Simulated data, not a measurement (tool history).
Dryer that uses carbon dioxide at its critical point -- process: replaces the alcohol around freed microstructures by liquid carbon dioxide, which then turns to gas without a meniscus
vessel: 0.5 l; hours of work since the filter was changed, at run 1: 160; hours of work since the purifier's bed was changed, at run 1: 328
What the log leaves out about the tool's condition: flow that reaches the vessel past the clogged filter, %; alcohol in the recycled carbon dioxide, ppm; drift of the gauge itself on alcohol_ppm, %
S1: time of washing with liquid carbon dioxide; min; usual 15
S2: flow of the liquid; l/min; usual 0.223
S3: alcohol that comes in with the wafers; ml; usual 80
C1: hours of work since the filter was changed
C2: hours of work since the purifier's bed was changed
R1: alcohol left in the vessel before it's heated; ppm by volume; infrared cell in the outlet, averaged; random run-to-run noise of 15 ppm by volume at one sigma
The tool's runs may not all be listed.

Run 1, hour 0: usual settings; C1 160; C2 328. Result: R1 1239 ppm by volume.
Run 2, hour 16.4: usual settings; C1 169; C2 337. Result: R1 1231 ppm by volume.
Run 3, hour 37.1: usual settings; C1 180; C2 348. Result: R1 1269 ppm by volume.
Run 4, hour 52: usual settings; C1 188; C2 356. Result: R1 1297 ppm by volume.
Run 5, hour 66.8: usual settings; C1 196; C2 364. Result: R1 1303 ppm by volume.
Run 6, hour 89.5: usual settings; C1 208; C2 376. Result: R1 1301 ppm by volume.
Run 7, hour 112.3: usual settings but S1 17 min; C1 220; C2 388. Result: R1 732 ppm by volume.
Run 8, hour 132.7: usual settings but S1 17 min; C1 231; C2 399. Result: R1 759 ppm by volume.
Run 9, hour 153: usual settings but S1 17 min; C1 241; C2 409. Result: R1 777 ppm by volume.
Run 10, hour 174.2: usual settings but S2 0.258 l/min; C1 253; C2 421. Result: R1 684 ppm by volume.
Run 11, hour 196.2: usual settings; C1 264; C2 432. Result: R1 1439 ppm by volume.
Run 12, hour 218.4: usual settings but S3 41 ml; C1 276; C2 444. Result: R1 796 ppm by volume.
Run 13, hour 230.7: usual settings; C1 283; C2 451. Result: R1 1531 ppm by volume.
Run 14, hour 248.9: usual settings; C1 292; C2 460. Result: R1 1512 ppm by volume.
Run 15, hour 261.5: usual settings; C1 299; C2 467. Result: R1 1574 ppm by volume.
Run 16, hour 270.8: usual settings; C1 304; C2 472. Result: R1 1529 ppm by volume.
Run 17, hour 286.4: usual settings but S2 0.175 l/min; C1 312; C2 480. Result: R1 4348 ppm by volume.
Run 18, hour 296.5: usual settings but S2 0.175 l/min; C1 318; C2 486. Result: R1 4336 ppm by volume.
Run 19, hour 312.7: usual settings but S2 0.175 l/min; C1 326; C2 494. Result: R1 4425 ppm by volume.
Run 20, hour 329.2: usual settings but S2 0.175 l/min; C1 335; C2 503. Result: R1 4482 ppm by volume.
Run 21, hour 350.6: usual settings; C1 346; C2 514. Result: R1 1695 ppm by volume.
Run 22, hour 360.7: usual settings; C1 352; C2 520. Result: R1 1732 ppm by volume.
Run 23, hour 377.8: usual settings; C1 361; C2 529. Result: R1 1737 ppm by volume.
Run 24, hour 391.1: usual settings; C1 368; C2 536. Result: R1 1742 ppm by volume.
Run 25, hour 406.8: usual settings; C1 376; C2 544. Result: R1 1774 ppm by volume.
Run 26, hour 420.2: usual settings but S1 20 min, S3 36 ml; C1 383; C2 551. Result: R1 213 ppm by volume.
Run 27, hour 429.8: usual settings but S1 20 min, S3 36 ml; C1 388; C2 556. Result: R1 220 ppm by volume.
Run 28, hour 440.2: usual settings but S1 13 min, S3 27 ml; C1 394; C2 562. Result: R1 1105 ppm by volume.
Run 29, hour 461.8: usual settings but S1 13 min, S2 0.238 l/min, S3 27 ml; C1 405; C2 573. Result: R1 892 ppm by volume.
Run 30, hour 480.7: usual settings but S1 11 min, S2 0.145 l/min, S3 46 ml; C1 415; C2 583. Result: R1 11596 ppm by volume.
Run 31, hour 495.1: usual settings but S1 17 min, S2 0.197 l/min, S3 48 ml; C1 423; C2 591. Result: R1 1165 ppm by volume.
Run 32, hour 513.1: usual settings but S1 17 min, S2 0.197 l/min, S3 45 ml; C1 433; C2 601. Result: R1 1129 ppm by volume.
Run 33, hour 526.1: usual settings but S1 17 min, S2 0.197 l/min, S3 45 ml; C1 439; C2 607. Result: R1 1139 ppm by volume.
Run 34, hour 539.7: usual settings but S1 12 min, S2 0.313 l/min, S3 48 ml; C1 447; C2 615. Result: R1 704 ppm by volume.
Run 35, hour 555.4: usual settings but S2 0.299 l/min, S3 57 ml; C1 455; C2 623. Result: R1 338 ppm by volume.
Run 36, hour 564.8: usual settings but S2 0.344 l/min, S3 57 ml; C1 460; C2 628. Result: R1 149 ppm by volume.
Run 37, hour 586.3: usual settings but S2 0.356 l/min, S3 28 ml; C1 471; C2 639. Result: R1 81 ppm by volume.
Run 38, hour 608.6: usual settings but S1 13 min, S2 0.155 l/min; C1 483; C2 651. Result: R1 11854 ppm by volume.
Run 39, hour 629.4: usual settings but S1 14 min, S2 0.154 l/min, S3 49 ml; C1 494; C2 662. Result: R1 6213 ppm by volume.
At hour 633.9: inlet filter changed.
Run 40, hour 651.4: usual settings but S1 11 min, S2 0.258 l/min, S3 21 ml; C1 9; C2 673. Result: R1 582 ppm by volume.
Run 41, hour 669.4: usual settings but S1 16 min, S2 0.36 l/min, S3 78 ml; C1 19; C2 683. Result: R1 62 ppm by volume.
Run 42, hour 679: usual settings but S1 24 min, S2 0.24 l/min, S3 35 ml; C1 24; C2 688. Result: R1 43 ppm by volume.
Run 43, hour 697: usual settings but S1 22 min, S3 28 ml; C1 33; C2 698. Result: R1 71 ppm by volume.
Run 44, hour 715.1: usual settings but S1 13 min, S2 0.321 l/min; C1 43; C2 707. Result: R1 320 ppm by volume.
Run 45, hour 738: usual settings but S1 13 min, S2 0.321 l/min; C1 55; C2 719. Result: R1 321 ppm by volume.
Run 46, hour 747.8: usual settings but S2 0.142 l/min, S3 72 ml; C1 60; C2 725. Result: R1 6086 ppm by volume.

A few steps of R1 between consecutive runs. Split each: what settings, incoming material and random variation would produce without the hidden state, and what is left over for the hidden state, along with gauge scatter present in only one of the two compared results (measured, and without hidden state):
Run 29 -> 30: S1 13 -> 11, S2 0.238 -> 0.145, S3 27 -> 46. R1 +10704 ppm by volume: hidden state +2877, all else +7827.
Run 30 -> 31: S1 11 -> 17, S2 0.145 -> 0.197, S3 46 -> 48. R1 -10431 ppm by volume: hidden state -2701, all else -7730.
Run 37 -> 38: S1 15 -> 13, S2 0.356 -> 0.155, S3 28 -> 80. R1 +11773 ppm by volume: hidden state +4545, all else +7228.
